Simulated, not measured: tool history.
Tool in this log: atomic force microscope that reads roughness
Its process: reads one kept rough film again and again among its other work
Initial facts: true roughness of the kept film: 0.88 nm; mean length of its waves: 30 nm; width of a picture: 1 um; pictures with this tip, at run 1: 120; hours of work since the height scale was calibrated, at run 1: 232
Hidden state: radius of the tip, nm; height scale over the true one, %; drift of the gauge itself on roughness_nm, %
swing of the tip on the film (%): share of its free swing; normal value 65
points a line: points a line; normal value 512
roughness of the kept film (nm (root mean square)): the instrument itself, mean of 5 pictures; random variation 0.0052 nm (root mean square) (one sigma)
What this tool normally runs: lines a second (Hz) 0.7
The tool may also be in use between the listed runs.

| run | hour | lines a second (Hz) | swing of the tip on the film (%) | points a line | pictures with this tip | hours of work since the height scale was calibrated | roughness of the kept film (nm (root mean square)) |
|---|---|---|---|---|---|---|---|
| 1 | 0 | 0.7 | 65 | 512 | 120 | 232 | 0.79 |
| 2 | 30.4 | 0.7 | 65 | 512 | 169 | 247 | 0.769 |
| 3 | 60.1 | 0.7 | 65 | 512 | 216 | 262 | 0.76 |
|  | 63.1 | new tip fitted |
| 4 | 97.5 | 0.7 | 65 | 512 | 55 | 280 | 0.809 |
| 5 | 117.2 | 0.7 | 65 | 512 | 86 | 290 | 0.787 |
| 6 | 150.9 | 0.7 | 76 | 512 | 140 | 306 | 0.762 |
| 7 | 186.1 | 0.7 | 76 | 512 | 196 | 324 | 0.751 |
|  | 202.1 | new tip fitted |
| 8 | 219.9 | 0.7 | 76 | 512 | 28 | 340 | 0.799 |
| 9 | 238.4 | 0.7 | 63 | 512 | 58 | 349 | 0.807 |
| 10 | 257.1 | 0.7 | 65 | 512 | 88 | 359 | 0.792 |
| 11 | 274.9 | 0.503 | 65 | 512 | 116 | 367 | 0.783 |
| 12 | 308.9 | 0.503 | 65 | 512 | 170 | 384 | 0.771 |
|  | 339.6 | new tip fitted |
| 13 | 342.4 | 0.7 | 65 | 512 | 5 | 400 | 0.823 |
| 14 | 376.5 | 0.7 | 65 | 512 | 59 | 417 | 0.81 |
|  | 380 | height scale calibrated on a step standard |
| 15 | 401.1 | 0.7 | 65 | 512 | 97 | 10 | 0.792 |
| 16 | 418.7 | 0.7 | 65 | 512 | 125 | 19 | 0.783 |
| 17 | 439.6 | 0.7 | 65 | 512 | 158 | 29 | 0.766 |
| 18 | 467.7 | 0.7 | 65 | 512 | 203 | 43 | 0.754 |
|  | 479.6 | new tip fitted |
| 19 | 504.5 | 2.717 | 65 | 512 | 40 | 61 | 0.751 |
|  | 513.1 | height scale calibrated on a step standard, once more |
| 20 | 522.9 | 0.7 | 65 | 512 | 68 | 5 | 0.806 |
| 21 | 549.3 | 1.851 | 65 | 512 | 110 | 18 | 0.757 |
| 22 | 589.9 | 0.7 | 82 | 512 | 174 | 38 | 0.745 |
| 23 | 613.5 | 0.7 | 60 | 512 | 212 | 50 | 0.759 |
|  | 620.8 | new tip fitted |
| 24 | 653.3 | 0.7 | 60 | 512 | 52 | 69 | 0.816 |
| 25 | 689.9 | 0.7 | 65 | 512 | 110 | 87 | 0.786 |
| 26 | 728.6 | 0.7 | 65 | 512 | 172 | 106 | 0.778 |
|  | 760.7 | new tip fitted |
| 27 | 764.3 | 2.66 | 58 | 322 | 6 | 123 | 0.796 |
| 28 | 797 | 3.863 | 57 | 432 | 58 | 140 | 0.755 |
| 29 | 817.6 | 0.5 | 59 | 710 | 91 | 150 | 0.802 |
| 30 | 854.7 | 0.5 | 59 | 710 | 150 | 168 | 0.79 |
| 31 | 893.3 | 0.5 | 59 | 710 | 211 | 187 | 0.765 |
|  | 898.8 | new tip fitted |
| 32 | 932.9 | 0.5 | 59 | 710 | 55 | 206 | 0.814 |
| 33 | 969.7 | 1.14 | 77 | 573 | 113 | 225 | 0.744 |
| 34 | 1000.1 | 1.14 | 77 | 573 | 162 | 239 | 0.728 |
| 35 | 1016.8 | 0.953 | 56 | 512 | 189 | 248 | 0.767 |
|  | 1037 | new tip fitted |
| 36 | 1051.9 | 2.216 | 82 | 672 | 24 | 265 | 0.695 |

Run 37 comes next. What will it give?
| 37 | 1072.3 | 2.216 | 83 | 672 | 56 | 275 | ? |

roughness of the kept film (nm (root mean square)): 0.686
Minus the tool's unlogged condition, the same run would have read roughness of the kept film (nm (root mean square)) 0.706.

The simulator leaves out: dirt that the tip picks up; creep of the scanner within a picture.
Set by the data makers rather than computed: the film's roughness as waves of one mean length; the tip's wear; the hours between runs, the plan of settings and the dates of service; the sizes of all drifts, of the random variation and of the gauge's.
